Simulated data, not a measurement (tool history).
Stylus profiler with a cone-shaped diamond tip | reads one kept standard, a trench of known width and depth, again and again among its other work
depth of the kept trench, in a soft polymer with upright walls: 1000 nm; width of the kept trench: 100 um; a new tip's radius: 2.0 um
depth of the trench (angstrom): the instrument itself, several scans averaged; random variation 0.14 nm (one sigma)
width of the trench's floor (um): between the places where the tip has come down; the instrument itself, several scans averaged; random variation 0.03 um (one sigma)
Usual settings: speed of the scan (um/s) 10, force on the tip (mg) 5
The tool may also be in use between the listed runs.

| run | hour | speed of the scan (um/s) | force on the tip (mg) | depth of the trench (angstrom) | width of the trench's floor (um) |
|---|---|---|---|---|---|
| 1 | 0 | 10 | 5 | 10155.9 | 96.48 |
| 2 | 15.1 | 10 | 5 | 10155.1 | 96.49 |
| 3 | 27.3 | 10 | 5 | 10152.4 | 96.54 |
| 4 | 41.4 | 10 | 5 | 10152.2 | 96.45 |
| 5 | 51.8 | 10 | 5 | 10154.8 | 96.48 |
| 6 | 70.9 | 10 | 5 | 10156.3 | 96.46 |
| 7 | 83.5 | 10 | 5 | 10154.4 | 96.54 |
| 8 | 101.4 | 10 | 5 | 10153 | 96.47 |
| 9 | 117 | 10 | 5 | 10155.5 | 96.49 |
| 10 | 134.5 | 10 | 5 | 10153.5 | 96.51 |
| 11 | 149.7 | 10 | 5 | 10149.1 | 96.48 |
| 12 | 161.9 | 10 | 5 | 10154.4 | 96.5 |
| 13 | 180.5 | 10 | 5 | 10151.8 | 96.53 |
| 14 | 190.5 | 10 | 7.79 | 10204.3 | 96.46 |
| 15 | 206.4 | 10 | 8.12 | 10212.7 | 96.54 |
| 16 | 225 | 10 | 8.93 | 10226.3 | 96.53 |
| 17 | 235.6 | 3 | 5 | 10152.7 | 96.51 |
| 18 | 248.2 | 10 | 5 | 10151.7 | 96.52 |
| 19 | 262 | 14 | 5 | 10152.3 | 96.44 |
| 20 | 277.5 | 14 | 5 | 10151.8 | 96.43 |
| 21 | 290.6 | 4 | 5 | 10152.1 | 96.54 |
| 22 | 306.5 | 4 | 5 | 10154.1 | 96.54 |
| 23 | 316.4 | 4 | 5 | 10154.1 | 96.52 |
| 24 | 330.6 | 4 | 5 | 10153.1 | 96.55 |
| 25 | 339.7 | 10 | 3.87 | 10128.3 | 96.41 |
| 26 | 353.7 | 10 | 3.87 | 10129.9 | 96.5 |
| 27 | 371 | 21 | 3.87 | 10129.4 | 96.39 |
| 28 | 386.2 | 21 | 3.87 | 10130.6 | 96.45 |
| 29 | 393.9 | 14 | 2.49 | 10094 | 96.44 |
| 30 | 406.6 | 8 | 2.63 | 10099.2 | 96.47 |
| 31 | 418.3 | 8 | 2.63 | 10101.3 | 96.48 |
| 32 | 430.6 | 4 | 5 | 10155.6 | 96.52 |
| 33 | 446.9 | 3 | 2.58 | 10099 | 96.51 |
| 34 | 455.4 | 10 | 2.4 | 10095.7 | 96.47 |
| 35 | 467.3 | 12 | 6.69 | 10185.1 | 96.48 |
| 36 | 478.7 | 9 | 2.46 | 10096.2 | 96.52 |
| 37 | 497.8 | 23 | 5.82 | 10172.1 | 96.39 |
| 38 | 511.1 | 8 | 9.97 | 10247 | 96.5 |
| 39 | 528.5 | 8 | 6.13 | 10176.9 | 96.48 |
| 40 | 539.7 | 31 | 6.92 | 10190.5 | 96.37 |
| 41 | 556.2 | 8 | 5.29 | 10160.3 | 96.52 |
| 42 | 572.3 | 10 | 9.42 | 10234.9 | 96.51 |
| 43 | 585.1 | 31 | 7.68 | 10203.9 | 96.46 |
| 44 | 593.5 | 14 | 7.68 | 10203.1 | 96.42 |
| 45 | 603.7 | 14 | 7.68 | 10202.3 | 96.52 |
| 46 | 619.7 | 10 | 10.39 | 10250.7 | 96.51 |
| 47 | 632.9 | 13 | 10.15 | 10245.1 | 96.45 |

Forecast each of these 3 alternatives for the next run:
| A | 648.4 | 29 | 7.16 | ? | ? |
| B | 648.4 | 18 | 13.94 | ? | ? |
| C | 648.4 | 11 | 1.74 | ? | ? |

| run | depth of the trench (angstrom) | width of the trench's floor (um) |
|---|---|---|
| A | 10195.2 | 96.43 |
| B | 10307.2 | 96.51 |
| C | 10075.3 | 96.4 |
Without the tool's hidden state the same runs would have given:
| run | depth of the trench (angstrom) | width of the trench's floor (um) |
|---|---|---|
| A | 10195.1 | 96.44 |
| B | 10307.1 | 96.52 |
| C | 10075.3 | 96.41 |

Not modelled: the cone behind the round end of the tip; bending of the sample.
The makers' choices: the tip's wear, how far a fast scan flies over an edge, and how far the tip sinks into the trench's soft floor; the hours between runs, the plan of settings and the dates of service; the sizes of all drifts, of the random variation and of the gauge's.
